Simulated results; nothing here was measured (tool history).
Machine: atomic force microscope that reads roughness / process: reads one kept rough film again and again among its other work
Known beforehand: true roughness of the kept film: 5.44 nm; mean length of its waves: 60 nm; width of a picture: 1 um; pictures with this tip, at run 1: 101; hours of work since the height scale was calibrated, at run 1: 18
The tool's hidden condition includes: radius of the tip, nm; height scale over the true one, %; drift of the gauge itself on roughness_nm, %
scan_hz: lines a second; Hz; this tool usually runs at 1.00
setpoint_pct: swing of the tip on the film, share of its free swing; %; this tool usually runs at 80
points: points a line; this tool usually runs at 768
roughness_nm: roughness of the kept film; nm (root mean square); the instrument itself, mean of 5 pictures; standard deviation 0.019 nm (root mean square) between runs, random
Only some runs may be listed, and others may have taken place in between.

| run | day | scan_hz | setpoint_pct | points | pictures with this tip | hours of work since the height scale was calibrated | roughness_nm |
|---|---|---|---|---|---|---|---|
| 1 | 0.000 | 1.00 | 80 | 768 | 101 | 18 | 3.955 |
| 2 | 0.425 | 1.00 | 80 | 768 | 108 | 22 | 3.884 |
|  | 0.867 | new tip fitted |
| 3 | 0.896 | 1.00 | 80 | 768 | 0 | 27 | 4.572 |
| 4 | 1.183 | 1.00 | 80 | 768 | 5 | 30 | 4.556 |
| 5 | 1.392 | 1.00 | 60 | 768 | 9 | 32 | 4.891 |
| 6 | 1.704 | 1.00 | 60 | 789 | 14 | 35 | 4.826 |
| 7 | 1.992 | 1.00 | 60 | 789 | 19 | 38 | 4.794 |
| 8 | 2.312 | 1.00 | 80 | 768 | 25 | 42 | 4.412 |
| 9 | 2.662 | 3.08 | 80 | 768 | 31 | 45 | 3.576 |
| 10 | 3.125 | 1.00 | 80 | 602 | 40 | 50 | 4.328 |
| 11 | 3.396 | 1.00 | 80 | 768 | 44 | 53 | 4.251 |
| 12 | 3.775 | 1.00 | 80 | 305 | 51 | 57 | 4.239 |
| 13 | 4.054 | 1.00 | 80 | 768 | 56 | 60 | 4.244 |
| 14 | 4.417 | 1.00 | 61 | 768 | 62 | 64 | 4.452 |
| 15 | 4.808 | 1.00 | 80 | 768 | 69 | 68 | 4.116 |
| 16 | 5.304 | 1.00 | 80 | 414 | 78 | 73 | 4.074 |
| 17 | 5.604 | 1.00 | 80 | 368 | 83 | 76 | 4.035 |
| 18 | 5.879 | 1.00 | 80 | 368 | 88 | 79 | 4.011 |
| 19 | 6.375 | 1.00 | 80 | 368 | 97 | 84 | 3.958 |
| 20 | 6.867 | 1.00 | 80 | 368 | 106 | 90 | 3.904 |
| 21 | 7.179 | 1.00 | 76 | 768 | 111 | 93 | 3.989 |
|  | 7.467 | new tip fitted |
| 22 | 7.479 | 1.00 | 76 | 768 | 0 | 96 | 4.703 |
| 23 | 7.879 | 1.00 | 76 | 768 | 7 | 100 | 4.638 |
| 24 | 8.233 | 1.00 | 89 | 768 | 13 | 104 | 4.239 |
| 25 | 8.688 | 0.52 | 86 | 963 | 21 | 108 | 4.600 |
| 26 | 9.188 | 3.93 | 86 | 963 | 30 | 114 | 3.042 |
| 27 | 9.433 | 1.62 | 61 | 432 | 34 | 116 | 4.591 |
| 28 | 9.825 | 2.83 | 73 | 640 | 41 | 120 | 3.963 |
| 29 | 10.308 | 2.83 | 73 | 640 | 50 | 125 | 3.845 |
| 30 | 10.542 | 2.83 | 73 | 640 | 54 | 128 | 3.852 |
| 31 | 11.017 | 1.11 | 73 | 942 | 62 | 133 | 4.273 |
| 32 | 11.425 | 1.00 | 60 | 785 | 70 | 137 | 4.443 |
| 33 | 11.646 | 1.45 | 59 | 758 | 74 | 140 | 4.359 |
| 34 | 11.917 | 1.00 | 55 | 282 | 78 | 142 | 4.430 |
| 35 | 12.138 | 1.00 | 55 | 335 | 82 | 145 | 4.409 |
| 36 | 12.500 | 3.15 | 69 | 583 | 89 | 148 | 3.691 |
| 37 | 12.767 | 3.15 | 69 | 583 | 93 | 151 | 3.709 |

Predict the results of run 38:
| 38 | 13.271 | 1.00 | 60 | 947 | 102 | 157 | ? |

roughness_nm: 4.224 nm (root mean square)
With no hidden state in the tool, this same run would have given roughness_nm 4.947 nm (root mean square).
